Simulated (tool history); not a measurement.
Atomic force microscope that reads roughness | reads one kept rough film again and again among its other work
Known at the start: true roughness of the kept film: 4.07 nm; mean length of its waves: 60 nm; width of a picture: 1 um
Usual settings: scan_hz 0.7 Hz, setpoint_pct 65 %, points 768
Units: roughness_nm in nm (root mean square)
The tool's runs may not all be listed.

{"run": 1, "hour": 0.0, "scan_hz": 0.7, "setpoint_pct": 65, "points": 768, "roughness_nm": 3.771}
{"run": 2, "hour": 10.0, "scan_hz": 0.7, "setpoint_pct": 65, "points": 768, "roughness_nm": 3.752}
{"hour": 11.9, "done": "new tip fitted"}
{"run": 3, "hour": 20.6, "scan_hz": 0.7, "setpoint_pct": 65, "points": 768, "roughness_nm": 3.939}
{"run": 4, "hour": 26.7, "scan_hz": 0.7, "setpoint_pct": 65, "points": 768, "roughness_nm": 3.961}
{"run": 5, "hour": 35.6, "scan_hz": 0.7, "setpoint_pct": 65, "points": 768, "roughness_nm": 3.892}
{"run": 6, "hour": 44.1, "scan_hz": 0.7, "setpoint_pct": 65, "points": 768, "roughness_nm": 3.901}
{"run": 7, "hour": 52.5, "scan_hz": 0.7, "setpoint_pct": 65, "points": 768, "roughness_nm": 3.904}
{"run": 8, "hour": 57.6, "scan_hz": 0.7, "setpoint_pct": 65, "points": 768, "roughness_nm": 3.901}
{"run": 9, "hour": 68.5, "scan_hz": 0.957, "setpoint_pct": 87, "points": 407, "roughness_nm": 3.736}
{"run": 10, "hour": 76.5, "scan_hz": 0.586, "setpoint_pct": 65, "points": 768, "roughness_nm": 3.91}
{"run": 11, "hour": 84.3, "scan_hz": 0.7, "setpoint_pct": 65, "points": 859, "roughness_nm": 3.871}
{"run": 12, "hour": 90.3, "scan_hz": 0.7, "setpoint_pct": 65, "points": 859, "roughness_nm": 3.874}
{"run": 13, "hour": 95.7, "scan_hz": 0.7, "setpoint_pct": 65, "points": 859, "roughness_nm": 3.856}
{"run": 14, "hour": 100.2, "scan_hz": 0.7, "setpoint_pct": 65, "points": 756, "roughness_nm": 3.83}
{"run": 15, "hour": 105.2, "scan_hz": 1.474, "setpoint_pct": 79, "points": 756, "roughness_nm": 3.728}
{"run": 16, "hour": 110.1, "scan_hz": 3.353, "setpoint_pct": 65, "points": 858, "roughness_nm": 3.681}

Some steps in roughness_nm between neighbouring runs. How much of each would the tool show without its hidden state too (settings, what came in, random variation), and how much is left for the hidden state, with any gauge scatter that isn't in both results?
The hidden state here: radius of the tip, nm; height scale over the true one, %; drift of the gauge itself on roughness_nm, %.
Run 2 -> 3: new tip fitted. roughness_nm +0.187 nm (root mean square): hidden state +0.181, all else +0.006.

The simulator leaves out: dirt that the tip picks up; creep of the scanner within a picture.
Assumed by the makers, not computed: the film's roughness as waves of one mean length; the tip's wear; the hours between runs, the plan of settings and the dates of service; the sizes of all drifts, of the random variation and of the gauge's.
